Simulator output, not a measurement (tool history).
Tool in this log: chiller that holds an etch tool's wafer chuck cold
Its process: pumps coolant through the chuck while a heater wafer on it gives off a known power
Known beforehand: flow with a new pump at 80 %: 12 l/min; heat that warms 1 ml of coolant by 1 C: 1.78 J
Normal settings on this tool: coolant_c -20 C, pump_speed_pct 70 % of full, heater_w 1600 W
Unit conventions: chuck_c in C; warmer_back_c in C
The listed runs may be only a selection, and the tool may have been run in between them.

| run | day | coolant_c | pump_speed_pct | heater_w | chuck_c | warmer_back_c |
|---|---|---|---|---|---|---|
| 1 | 0 | -20 | 70 | 1600 | -8.3 | 5.2 |
| 2 | 5.996 | -24 | 70 | 1600 | -12.1 | 5.25 |
| 3 | 9.129 | -24 | 70 | 1600 | -12.3 | 5.25 |
| 4 | 13.375 | -24 | 70 | 1600 | -12.1 | 5.23 |
| 5 | 18.638 | -23 | 70 | 1600 | -10.9 | 5.3 |
|  | 20.542 | chiller's thermometer calibrated |
| 6 | 24.008 | -20 | 84 | 1600 | -9.6 | 4.4 |
| 7 | 26.8 | -20 | 84 | 1600 | -9.4 | 4.39 |
| 8 | 30.875 | -19 | 70 | 1600 | -6.6 | 5.34 |
| 9 | 34.688 | -16 | 70 | 1600 | -3.5 | 5.31 |
| 10 | 39.2 | -27 | 70 | 1600 | -14.7 | 5.31 |
| 11 | 45.912 | -27 | 70 | 1600 | -14.5 | 5.34 |
| 12 | 49.429 | -27 | 70 | 1600 | -14.6 | 5.33 |
| 13 | 54.325 | -20 | 70 | 980 | -12.4 | 3.26 |
| 14 | 59.138 | -20 | 70 | 1600 | -7.4 | 5.35 |
| 15 | 62.283 | -20 | 70 | 1600 | -7.5 | 5.37 |
| 16 | 66.158 | -20 | 70 | 1600 | -7.5 | 5.34 |
| 17 | 72.358 | -17 | 70 | 846 | -10.5 | 2.84 |
| 18 | 79.158 | -24 | 78 | 1600 | -12.6 | 4.86 |
| 19 | 83.854 | -28 | 81 | 1541 | -17.4 | 4.44 |
| 20 | 88.2 | -14 | 81 | 1833 | -1.2 | 5.39 |
| 21 | 94.396 | -20 | 70 | 1758 | -6.1 | 5.97 |
| 22 | 98.746 | -13 | 92 | 1600 | -2.9 | 4.15 |
| 23 | 103.246 | -15 | 70 | 1000 | -7.2 | 3.34 |
| 24 | 106.458 | -15 | 70 | 1000 | -7.2 | 3.41 |
| 25 | 111.121 | -15 | 70 | 1000 | -7 | 3.35 |
| 26 | 114.55 | -21 | 63 | 1112 | -11.2 | 4.3 |
| 27 | 120.771 | -21 | 70 | 1436 | -9.6 | 4.94 |
| 28 | 125.438 | -13 | 70 | 935 | -5.6 | 3.21 |
| 29 | 130.9 | -30 | 71 | 1181 | -20.8 | 4.02 |
| 30 | 137.654 | -30 | 71 | 1181 | -20.6 | 4.01 |
| 31 | 142.604 | -20 | 71 | 1184 | -10.7 | 3.93 |
|  | 145.321 | coolant changed, channels flushed |
| 32 | 148.688 | -24 | 88 | 886 | -18.5 | 2.41 |

What if the next run were any one of these 3? Each begins from the tool's condition after run 32:
| A | 152.879 | -20 | 72 | 1600 | ? | ? |
| B | 152.879 | -20 | 70 | 1873 | ? | ? |
| C | 152.879 | -23 | 97 | 1049 | ? | ? |

| run | chuck_c | warmer_back_c |
|---|---|---|
| A | -7.9 | 5.34 |
| B | -5.9 | 6.45 |
| C | -17 | 2.65 |
What these runs would have given with no unlogged condition in the tool:
| run | chuck_c | warmer_back_c |
|---|---|---|
| A | -8.5 | 4.96 |
| B | -6.7 | 6 |
| C | -17.2 | 2.47 |
